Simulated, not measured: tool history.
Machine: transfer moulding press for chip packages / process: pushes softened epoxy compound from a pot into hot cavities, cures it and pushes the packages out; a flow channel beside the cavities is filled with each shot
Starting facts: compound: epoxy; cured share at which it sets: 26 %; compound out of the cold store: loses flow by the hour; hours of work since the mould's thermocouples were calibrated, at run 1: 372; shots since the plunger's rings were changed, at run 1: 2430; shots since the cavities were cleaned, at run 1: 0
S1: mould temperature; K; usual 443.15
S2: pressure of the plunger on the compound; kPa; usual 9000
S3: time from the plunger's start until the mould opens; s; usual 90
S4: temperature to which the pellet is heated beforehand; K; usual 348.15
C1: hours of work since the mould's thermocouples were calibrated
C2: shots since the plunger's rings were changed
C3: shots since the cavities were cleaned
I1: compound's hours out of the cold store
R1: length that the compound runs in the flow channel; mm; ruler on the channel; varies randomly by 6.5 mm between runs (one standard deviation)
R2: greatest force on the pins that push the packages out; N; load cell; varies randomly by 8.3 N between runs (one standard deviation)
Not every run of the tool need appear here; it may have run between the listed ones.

Run 1, day 0.000: usual settings; C1 372; C2 2430; C3 0; I1 45.3. Result: R1 670 mm, R2 351 N.
Run 2, day 0.321: usual settings; C1 377; C2 2513; C3 83; I1 36.0. Result: R1 710 mm, R2 403 N.
Run 3, day 0.650: usual settings but S4 343.15 K; C1 382; C2 2599; C3 169; I1 25.6. Result: R1 732 mm, R2 465 N.
Run 4, day 0.958: usual settings but S4 343.15 K; C1 386; C2 2679; C3 249; I1 37.6. Result: R1 703 mm, R2 515 N.
Run 5, day 1.354: usual settings but S4 343.15 K; C1 392; C2 2782; C3 352; I1 43.7. Result: R1 672 mm, R2 555 N.
At day 1.875: cavities cleaned with cleaning compound and waxed.
Run 6, day 1.971: usual settings; C1 400; C2 2927; C3 25; I1 29.9. Result: R1 726 mm, R2 371 N.
Run 7, day 2.338: usual settings but S4 358.15 K; C1 405; C2 3023; C3 121; I1 31.1. Result: R1 728 mm, R2 433 N.
Run 8, day 2.908: usual settings but S3 114 s; C1 413; C2 3170; C3 268; I1 31.9. Result: R1 712 mm, R2 425 N.
At day 3.242: mould's thermocouples calibrated.
Run 9, day 3.642: usual settings but S3 114 s; C1 6; C2 3340; C3 438; I1 18.7. Result: R1 769 mm, R2 479 N.
At day 3.850: cavities cleaned with cleaning compound and waxed.
Run 10, day 4.100: usual settings but S3 114 s; C1 11; C2 3443; C3 65; I1 33.9. Result: R1 705 mm, R2 334 N.
Run 11, day 4.383: usual settings; C1 15; C2 3517; C3 139; I1 17.2. Result: R1 765 mm, R2 482 N.
Run 12, day 4.671: usual settings; C1 20; C2 3592; C3 214; I1 47.1. Result: R1 675 mm, R2 504 N.
Run 13, day 5.088: usual settings but S4 353.15 K; C1 25; C2 3701; C3 323; I1 8.9. Result: R1 800 mm, R2 586 N.
Run 14, day 5.608: usual settings but S4 353.15 K; C1 33; C2 3836; C3 458; I1 20.8. Result: R1 754 mm, R2 631 N.
At day 5.725: cavities cleaned with cleaning compound and waxed.
At day 6.146: plunger's sealing rings changed.
Run 15, day 6.433: usual settings but S4 353.15 K; C1 42; C2 75; C3 156; I1 12.6. Result: R1 827 mm, R2 515 N.
Run 16, day 6.908: usual settings but S1 437.15 K, S2 7400 kPa, S3 85 s, S4 354.15 K; C1 49; C2 199; C3 280; I1 46.7. Result: R1 667 mm, R2 886 N.
Run 17, day 7.379: usual settings but S1 440.15 K, S2 7880 kPa, S3 129 s, S4 339.15 K; C1 56; C2 321; C3 402; I1 9.0. Result: R1 803 mm, R2 476 N.
At day 7.708: cavities cleaned with cleaning compound and waxed.
Run 18, day 7.779: usual settings but S1 447.15 K, S2 10110 kPa, S4 340.15 K; C1 61; C2 409; C3 18; I1 25.4. Result: R1 815 mm, R2 331 N.
Run 19, day 8.292: usual settings but S1 447.15 K, S2 10110 kPa, S4 340.15 K; C1 68; C2 543; C3 152; I1 24.7. Result: R1 818 mm, R2 408 N.
Run 20, day 8.967: usual settings but S1 440.15 K, S3 70 s; C1 78; C2 718; C3 327; I1 13.7. Result: R1 841 mm, R2 1349 N.
Run 21, day 9.450: usual settings but S1 435.15 K, S4 358.15 K; C1 84; C2 844; C3 453; I1 25.7. Result: R1 806 mm, R2 1089 N.
At day 9.588: cavities cleaned with cleaning compound and waxed.
Run 22, day 10.112: usual settings but S1 445.15 K, S2 9180 kPa, S3 109 s, S4 345.15 K; C1 93; C2 1001; C3 137; I1 23.7. Result: R1 781 mm, R2 365 N.
Run 23, day 10.654: usual settings but S1 445.15 K, S2 9180 kPa, S3 109 s, S4 345.15 K; C1 101; C2 1142; C3 278; I1 28.2. Result: R1 759 mm, R2 418 N.
Run 24, day 11.167: usual settings but S1 444.15 K, S4 347.15 K; C1 108; C2 1275; C3 411; I1 36.7. Result: R1 724 mm, R2 548 N.
At day 11.467: cavities cleaned with cleaning compound and waxed.
Run 25, day 11.550: usual settings but S2 8650 kPa, S4 345.15 K; C1 113; C2 1359; C3 22; I1 34.0. Result: R1 725 mm, R2 391 N.
Run 26, day 11.838: usual settings but S2 8650 kPa, S4 345.15 K; C1 117; C2 1433; C3 96; I1 38.4. Result: R1 718 mm, R2 443 N.
Run 27, day 12.221: usual settings but S1 446.15 K, S2 9910 kPa, S3 104 s, S4 358.15 K; C1 122; C2 1534; C3 197; I1 33.2. Result: R1 753 mm, R2 399 N.

How the hidden state differs across the entries between the runs, from the last listed run before each to the first after it:
Run 5 -> run 6: cavities cleaned with cleaning compound and waxed (day 1.875)
  true mould temperature over the reading, C: 1.11 -> 1.12; pressure that reaches the compound, % of what is set: 89.26 -> 88.72; grip of the stained cavities, % over clean ones': 56.9 -> 5.8
  what was measured, less what the result would be without the hidden state, R1: -43 -> -49 mm; R2: +180 -> -1 N
Run 8 -> run 9: mould's thermocouples calibrated (day 3.242)
  true mould temperature over the reading, C: 1.14 -> 0.05; pressure that reaches the compound, % of what is set: 87.78 -> 87.22; grip of the stained cavities, % over clean ones': 46.4 -> 65
  what was measured, less what the result would be without the hidden state, R1: -52 -> -55 mm; R2: +129 -> +189 N
Run 9 -> run 10: cavities cleaned with cleaning compound and waxed (day 3.850)
  pressure that reaches the compound, % of what is set: 87.22 -> 86.82; grip of the stained cavities, % over clean ones': 65 -> 13.6
  what was measured, less what the result would be without the hidden state, R1: -55 -> -52 mm; R2: +189 -> +40 N
Run 14 -> run 15: cavities cleaned with cleaning compound and waxed (day 5.725); plunger's sealing rings changed (day 6.146)
  true mould temperature over the reading, C: 0.08 -> 0.1; pressure that reaches the compound, % of what is set: 85.44 -> 99.57; grip of the stained cavities, % over clean ones': 66.1 -> 33.8
  what was measured, less what the result would be without the hidden state, R1: -62 -> -2 mm; R2: +249 -> +128 N
Run 17 -> run 18: cavities cleaned with cleaning compound and waxed (day 7.708)
  true mould temperature over the reading, C: 0.12 -> 0.13; pressure that reaches the compound, % of what is set: 98.74 -> 98.45; grip of the stained cavities, % over clean ones': 64 -> 4.4
  what was measured, less what the result would be without the hidden state, R1: -5 -> -7 mm; R2: +185 -> +12 N
Run 21 -> run 22: cavities cleaned with cleaning compound and waxed (day 9.588)
  true mould temperature over the reading, C: 0.16 -> 0.17; pressure that reaches the compound, % of what is set: 96.88 -> 96.33; grip of the stained cavities, % over clean ones': 67.8 -> 28.8
  what was measured, less what the result would be without the hidden state, R1: -13 -> -15 mm; R2: +430 -> +83 N
Run 24 -> run 25: cavities cleaned with cleaning compound and waxed (day 11.467)
  true mould temperature over the reading, C: 0.19 -> 0.2; pressure that reaches the compound, % of what is set: 95.32 -> 95.03; grip of the stained cavities, % over clean ones': 64.3 -> 5
  what was measured, less what the result would be without the hidden state, R1: -18 -> -19 mm; R2: +213 -> +14 N
